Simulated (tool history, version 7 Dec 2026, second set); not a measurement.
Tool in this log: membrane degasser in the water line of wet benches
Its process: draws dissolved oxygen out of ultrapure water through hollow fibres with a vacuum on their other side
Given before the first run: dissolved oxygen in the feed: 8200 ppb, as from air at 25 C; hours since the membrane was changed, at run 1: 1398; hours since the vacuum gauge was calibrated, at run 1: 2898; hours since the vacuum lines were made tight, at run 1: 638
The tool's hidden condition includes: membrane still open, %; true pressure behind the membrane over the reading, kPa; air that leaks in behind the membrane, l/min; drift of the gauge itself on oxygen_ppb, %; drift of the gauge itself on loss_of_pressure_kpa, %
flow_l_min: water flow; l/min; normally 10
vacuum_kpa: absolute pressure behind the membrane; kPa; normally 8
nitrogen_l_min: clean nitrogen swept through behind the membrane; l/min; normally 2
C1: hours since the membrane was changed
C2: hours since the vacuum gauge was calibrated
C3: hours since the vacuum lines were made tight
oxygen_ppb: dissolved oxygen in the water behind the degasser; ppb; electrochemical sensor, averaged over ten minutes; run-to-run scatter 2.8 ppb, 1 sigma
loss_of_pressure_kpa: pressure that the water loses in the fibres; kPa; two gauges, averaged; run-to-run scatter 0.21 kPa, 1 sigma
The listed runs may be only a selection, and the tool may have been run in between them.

{"run": 1, "hour": 0.0, "flow_l_min": 10, "vacuum_kpa": 8, "nitrogen_l_min": 2, "C1": 1398, "C2": 2898, "C3": 638, "oxygen_ppb": 280.9, "loss_of_pressure_kpa": 47.47}
{"run": 2, "hour": 22.0, "flow_l_min": 10, "vacuum_kpa": 8, "nitrogen_l_min": 2, "C1": 1420, "C2": 2919, "C3": 660, "oxygen_ppb": 288.5, "loss_of_pressure_kpa": 47.76}
{"run": 3, "hour": 69.7, "flow_l_min": 10, "vacuum_kpa": 8, "nitrogen_l_min": 2, "C1": 1468, "C2": 2967, "C3": 708, "oxygen_ppb": 282.2, "loss_of_pressure_kpa": 47.16}
{"run": 4, "hour": 101.8, "flow_l_min": 10, "vacuum_kpa": 8, "nitrogen_l_min": 1.42, "C1": 1500, "C2": 2999, "C3": 740, "oxygen_ppb": 306.4, "loss_of_pressure_kpa": 47.62}
{"run": 5, "hour": 150.0, "flow_l_min": 15, "vacuum_kpa": 8, "nitrogen_l_min": 2, "C1": 1548, "C2": 3047, "C3": 788, "oxygen_ppb": 516.3, "loss_of_pressure_kpa": 71.04}
{"run": 6, "hour": 190.4, "flow_l_min": 10, "vacuum_kpa": 7.89, "nitrogen_l_min": 2, "C1": 1588, "C2": 3088, "C3": 828, "oxygen_ppb": 287.7, "loss_of_pressure_kpa": 47.74}
{"run": 7, "hour": 212.1, "flow_l_min": 10, "vacuum_kpa": 8, "nitrogen_l_min": 2, "C1": 1610, "C2": 3110, "C3": 850, "oxygen_ppb": 287.4, "loss_of_pressure_kpa": 47.88}
{"run": 8, "hour": 233.7, "flow_l_min": 10, "vacuum_kpa": 8, "nitrogen_l_min": 2, "C1": 1632, "C2": 3131, "C3": 872, "oxygen_ppb": 290.2, "loss_of_pressure_kpa": 47.62}
{"run": 9, "hour": 264.0, "flow_l_min": 10, "vacuum_kpa": 8, "nitrogen_l_min": 2, "C1": 1662, "C2": 3162, "C3": 902, "oxygen_ppb": 285, "loss_of_pressure_kpa": 47.47}
{"run": 10, "hour": 308.2, "flow_l_min": 10, "vacuum_kpa": 8, "nitrogen_l_min": 2, "C1": 1706, "C2": 3206, "C3": 946, "oxygen_ppb": 292.3, "loss_of_pressure_kpa": 47.49}
{"run": 11, "hour": 342.1, "flow_l_min": 10, "vacuum_kpa": 16.03, "nitrogen_l_min": 2.37, "C1": 1740, "C2": 3240, "C3": 980, "oxygen_ppb": 365.1, "loss_of_pressure_kpa": 47.55}
{"run": 12, "hour": 373.4, "flow_l_min": 12, "vacuum_kpa": 8.76, "nitrogen_l_min": 4.32, "C1": 1771, "C2": 3271, "C3": 1011, "oxygen_ppb": 353.6, "loss_of_pressure_kpa": 57.12}
{"run": 13, "hour": 419.4, "flow_l_min": 14, "vacuum_kpa": 6.5, "nitrogen_l_min": 4.32, "C1": 1817, "C2": 3317, "C3": 1057, "oxygen_ppb": 427.4, "loss_of_pressure_kpa": 66.51}
{"run": 14, "hour": 445.5, "flow_l_min": 8, "vacuum_kpa": 8, "nitrogen_l_min": 1.52, "C1": 1843, "C2": 3343, "C3": 1083, "oxygen_ppb": 215.3, "loss_of_pressure_kpa": 38.04}

What will run 15 give?
{"run": 15, "hour": 478.3, "flow_l_min": 6, "vacuum_kpa": 19.14, "nitrogen_l_min": 1.52, "C1": 1876, "C2": 3376, "C3": 1116, "oxygen_ppb": "?", "loss_of_pressure_kpa": "?"}

For run 15 the tool returned oxygen_ppb 237.1 ppb, loss_of_pressure_kpa 28.59 kPa.
Had the tool carried no hidden state, the very same run would have given oxygen_ppb 231.9 ppb, loss_of_pressure_kpa 28.41 kPa.
